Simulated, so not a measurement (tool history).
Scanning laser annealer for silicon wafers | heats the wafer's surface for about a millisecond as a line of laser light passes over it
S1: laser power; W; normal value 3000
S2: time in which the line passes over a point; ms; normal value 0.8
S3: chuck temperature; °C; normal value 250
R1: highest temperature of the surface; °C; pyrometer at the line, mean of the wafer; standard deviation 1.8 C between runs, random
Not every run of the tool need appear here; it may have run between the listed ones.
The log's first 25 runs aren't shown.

run	hour	S1	S2	S3	R1
26	600.6	3000	0.653	250	903
27	627.5	2603	0.681	288	855
28	662	3000	0.958	284	1070
29	681	3000	0.941	213	994
30	717.3	2922	0.821	250	952
31	745.2	2628	0.641	250	803
32	767.8	2680	0.668	241	819
33	795.7	3000	0.8	232	948
34	814.7	3000	0.8	232	948
35	832.6	3000	0.8	232	946
36	854.8	3272	0.894	250	1082
37	874.3	3223	0.8	263	1037
38	907.9	3000	0.928	220	983
39	924.9	3000	0.928	220	985
40	943	3000	0.928	220	986

Alternative continuations, all from the tool just after run 40; predict every row:
A	971.2	3000	0.928	211	?
B	971.2	2757	0.67	223	?
C	971.2	3163	0.748	261	?
D	971.2	2657	0.928	273	?

run	R1
A	973
B	807
C	992
D	938
With no hidden state in the tool, these same runs would have given:
run	R1
A	1000
B	829
C	1018
D	962
